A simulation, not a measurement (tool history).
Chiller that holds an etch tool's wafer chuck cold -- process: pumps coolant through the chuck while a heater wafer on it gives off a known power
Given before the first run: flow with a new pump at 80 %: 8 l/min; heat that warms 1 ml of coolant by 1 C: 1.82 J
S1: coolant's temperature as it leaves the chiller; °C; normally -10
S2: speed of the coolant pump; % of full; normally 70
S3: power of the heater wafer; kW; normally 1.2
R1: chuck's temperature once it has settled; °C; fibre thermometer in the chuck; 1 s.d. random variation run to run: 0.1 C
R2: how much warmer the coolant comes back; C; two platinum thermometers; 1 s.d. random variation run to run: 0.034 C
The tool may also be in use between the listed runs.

{"run": 1, "hour": 0.0, "S1": -10, "S2": 70, "S3": 1.2, "R1": 5.2, "R2": 5.68}
{"run": 2, "hour": 33.5, "S1": -10, "S2": 70, "S3": 1.2, "R1": 5.3, "R2": 5.68}
{"run": 3, "hour": 60.4, "S1": -10, "S2": 70, "S3": 1.2, "R1": 5.2, "R2": 5.69}
{"run": 4, "hour": 82.0, "S1": -10, "S2": 86, "S3": 1.2, "R1": 3.6, "R2": 4.68}
{"run": 5, "hour": 115.1, "S1": -10, "S2": 86, "S3": 1.2, "R1": 3.5, "R2": 4.65}
{"run": 6, "hour": 130.8, "S1": -10, "S2": 86, "S3": 1.2, "R1": 3.4, "R2": 4.66}
{"run": 7, "hour": 158.4, "S1": -10, "S2": 70, "S3": 1.1, "R1": 4.1, "R2": 5.23}
{"run": 8, "hour": 183.8, "S1": -10, "S2": 91, "S3": 1.1, "R1": 2, "R2": 4.03}
{"run": 9, "hour": 204.7, "S1": -10, "S2": 91, "S3": 1.1, "R1": 1.8, "R2": 4.06}
{"run": 10, "hour": 240.1, "S1": -10, "S2": 91, "S3": 1.1, "R1": 1.9, "R2": 4.06}
{"hour": 244.5, "done": "chiller's thermometer calibrated"}
{"run": 11, "hour": 277.4, "S1": -10, "S2": 72, "S3": 1.2, "R1": 4.8, "R2": 5.51}
{"run": 12, "hour": 298.6, "S1": -4, "S2": 70, "S3": 1.208, "R1": 11.3, "R2": 5.72}
{"run": 13, "hour": 318.6, "S1": -4, "S2": 70, "S3": 1.005, "R1": 8.7, "R2": 4.77}
{"hour": 344.1, "done": "chiller's thermometer calibrated, once more"}
{"run": 14, "hour": 358.1, "S1": -10, "S2": 92, "S3": 1.472, "R1": 6, "R2": 5.41}
{"run": 15, "hour": 383.8, "S1": -10, "S2": 85, "S3": 1.443, "R1": 6.4, "R2": 5.68}
{"run": 16, "hour": 409.2, "S1": -10, "S2": 85, "S3": 1.443, "R1": 6.4, "R2": 5.7}
{"run": 17, "hour": 438.4, "S1": -10, "S2": 85, "S3": 1.443, "R1": 6.4, "R2": 5.71}
{"run": 18, "hour": 472.9, "S1": -10, "S2": 85, "S3": 1.443, "R1": 6.3, "R2": 5.74}
{"run": 19, "hour": 493.7, "S1": -10, "S2": 85, "S3": 1.443, "R1": 6.2, "R2": 5.72}
{"run": 20, "hour": 510.5, "S1": -12, "S2": 70, "S3": 1.04, "R1": 1.2, "R2": 4.95}
{"run": 21, "hour": 529.5, "S1": -12, "S2": 63, "S3": 0.752, "R1": -1.8, "R2": 3.96}

For some of the steps in R1 from one run to the next: how much would appear even if the tool had no hidden state, given the settings, what came in and random variation, and how much remains for the hidden state plus any gauge scatter that the measured result and the result without hidden state don't share?
Hidden state at play: heat passed by the chuck's channels, % of clean ones'; flow at a given pump speed, % of a new pump's; coolant's true temperature over the reading, C; drift of the gauge itself on chuck_c, C; drift of the gauge itself on warmer_back_c, C.
Run 11 -> 12: S1 -10 -> -4, S2 72 -> 70, S3 1.2 -> 1.208. R1 +6.5 °C: hidden state +0.1, all else +6.4.
Run 12 -> 13: S3 1.208 -> 1.005. R1 -2.6 °C: hidden state -0.3, all else -2.3.
Run 13 -> 14: S1 -4 -> -10, S2 70 -> 92, S3 1.005 -> 1.472, chiller's thermometer calibrated, once more. R1 -2.7 °C: hidden state +0.4, all else -3.1.
Run 19 -> 20: S1 -10 -> -12, S2 85 -> 70, S3 1.443 -> 1.04. R1 -5 °C: hidden state -0.3, all else -4.7.
